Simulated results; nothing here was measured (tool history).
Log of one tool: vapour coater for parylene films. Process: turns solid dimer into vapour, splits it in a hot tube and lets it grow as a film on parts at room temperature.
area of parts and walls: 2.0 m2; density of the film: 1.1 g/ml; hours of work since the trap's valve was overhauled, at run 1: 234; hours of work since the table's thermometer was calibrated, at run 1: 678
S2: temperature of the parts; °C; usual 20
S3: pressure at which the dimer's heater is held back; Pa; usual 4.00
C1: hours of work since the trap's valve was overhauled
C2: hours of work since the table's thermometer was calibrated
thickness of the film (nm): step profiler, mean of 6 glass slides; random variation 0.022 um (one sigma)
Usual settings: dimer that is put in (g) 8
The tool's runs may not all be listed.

{"run": 1, "hour": 0.0, "dimer that is put in (g)": 8, "S2": 20, "S3": 4.0, "C1": 234, "C2": 678, "thickness of the film (nm)": 1740}
{"run": 2, "hour": 38.4, "dimer that is put in (g)": 8, "S2": 20, "S3": 4.0, "C1": 260, "C2": 703, "thickness of the film (nm)": 1720}
{"run": 3, "hour": 68.9, "dimer that is put in (g)": 8, "S2": 20, "S3": 4.0, "C1": 280, "C2": 723, "thickness of the film (nm)": 1720}
{"hour": 91.9, "done": "trap's valve overhauled"}
{"run": 4, "hour": 107.4, "dimer that is put in (g)": 8, "S2": 20, "S3": 4.0, "C1": 10, "C2": 746, "thickness of the film (nm)": 1590}
{"run": 5, "hour": 150.2, "dimer that is put in (g)": 8, "S2": 16, "S3": 4.0, "C1": 38, "C2": 774, "thickness of the film (nm)": 1670}
{"run": 6, "hour": 190.2, "dimer that is put in (g)": 8, "S2": 16, "S3": 4.0, "C1": 65, "C2": 801, "thickness of the film (nm)": 1620}
{"run": 7, "hour": 228.0, "dimer that is put in (g)": 8, "S2": 16, "S3": 4.0, "C1": 90, "C2": 826, "thickness of the film (nm)": 1620}
{"run": 8, "hour": 265.7, "dimer that is put in (g)": 8, "S2": 15, "S3": 4.0, "C1": 114, "C2": 850, "thickness of the film (nm)": 1670}
{"run": 9, "hour": 297.8, "dimer that is put in (g)": 8, "S2": 15, "S3": 4.0, "C1": 136, "C2": 871, "thickness of the film (nm)": 1650}
{"hour": 305.3, "done": "trap's valve overhauled, once more"}
{"run": 10, "hour": 321.8, "dimer that is put in (g)": 8, "S2": 16, "S3": 4.0, "C1": 11, "C2": 885, "thickness of the film (nm)": 2010}
{"run": 11, "hour": 352.5, "dimer that is put in (g)": 8, "S2": 20, "S3": 2.3, "C1": 31, "C2": 905, "thickness of the film (nm)": 1870}
{"run": 12, "hour": 397.2, "dimer that is put in (g)": 8, "S2": 20, "S3": 2.3, "C1": 61, "C2": 934, "thickness of the film (nm)": 1880}
{"run": 13, "hour": 438.7, "dimer that is put in (g)": 8, "S2": 20, "S3": 2.3, "C1": 88, "C2": 962, "thickness of the film (nm)": 1860}
{"run": 14, "hour": 480.8, "dimer that is put in (g)": 7, "S2": 26, "S3": 5.07, "C1": 116, "C2": 989, "thickness of the film (nm)": 1320}
{"run": 15, "hour": 518.3, "dimer that is put in (g)": 7, "S2": 26, "S3": 5.07, "C1": 140, "C2": 1014, "thickness of the film (nm)": 1330}
{"run": 16, "hour": 539.6, "dimer that is put in (g)": 7, "S2": 26, "S3": 5.07, "C1": 154, "C2": 1028, "thickness of the film (nm)": 1320}
{"run": 17, "hour": 563.8, "dimer that is put in (g)": 7, "S2": 26, "S3": 5.07, "C1": 170, "C2": 1044, "thickness of the film (nm)": 1250}
{"run": 18, "hour": 589.3, "dimer that is put in (g)": 7, "S2": 26, "S3": 5.07, "C1": 187, "C2": 1061, "thickness of the film (nm)": 1310}
{"run": 19, "hour": 632.1, "dimer that is put in (g)": 3, "S2": 23, "S3": 6.08, "C1": 215, "C2": 1089, "thickness of the film (nm)": 590}
{"run": 20, "hour": 674.8, "dimer that is put in (g)": 5, "S2": 29, "S3": 4.0, "C1": 243, "C2": 1117, "thickness of the film (nm)": 850}
{"run": 21, "hour": 720.8, "dimer that is put in (g)": 4, "S2": 13, "S3": 4.0, "C1": 274, "C2": 1147, "thickness of the film (nm)": 1020}
{"run": 22, "hour": 739.9, "dimer that is put in (g)": 10, "S2": 22, "S3": 6.72, "C1": 286, "C2": 1160, "thickness of the film (nm)": 1950}
{"hour": 755.3, "done": "trap's valve overhauled"}
{"run": 23, "hour": 790.4, "dimer that is put in (g)": 4, "S2": 25, "S3": 4.02, "C1": 23, "C2": 1191, "thickness of the film (nm)": 810}
{"run": 24, "hour": 829.1, "dimer that is put in (g)": 4, "S2": 25, "S3": 4.02, "C1": 49, "C2": 1216, "thickness of the film (nm)": 770}
{"run": 25, "hour": 854.6, "dimer that is put in (g)": 4, "S2": 25, "S3": 4.02, "C1": 65, "C2": 1233, "thickness of the film (nm)": 800}

4 ways to go on from here, each from the tool as it stands after run 25. What would each give?
{"run": "A", "hour": 887.4, "dimer that is put in (g)": 7, "S2": 16, "S3": 3.21, "C1": 87, "C2": 1255, "thickness of the film (nm)": "?"}
{"run": "B", "hour": 887.4, "dimer that is put in (g)": 8, "S2": 20, "S3": 5.8, "C1": 87, "C2": 1255, "thickness of the film (nm)": "?"}
{"run": "C", "hour": 887.4, "dimer that is put in (g)": 5, "S2": 28, "S3": 4.43, "C1": 87, "C2": 1255, "thickness of the film (nm)": "?"}
{"run": "D", "hour": 887.4, "dimer that is put in (g)": 4, "S2": 16, "S3": 5.09, "C1": 87, "C2": 1255, "thickness of the film (nm)": "?"}

run=A thickness_of_the_film_(nm)=1730
run=B thickness_of_the_film_(nm)=1720
run=C thickness_of_the_film_(nm)=880
run=D thickness_of_the_film_(nm)=940
Without the tool's hidden state the same runs would have given:
run=A thickness_of_the_film_(nm)=1830
run=B thickness_of_the_film_(nm)=1820
run=C thickness_of_the_film_(nm)=940
run=D thickness_of_the_film_(nm)=1000

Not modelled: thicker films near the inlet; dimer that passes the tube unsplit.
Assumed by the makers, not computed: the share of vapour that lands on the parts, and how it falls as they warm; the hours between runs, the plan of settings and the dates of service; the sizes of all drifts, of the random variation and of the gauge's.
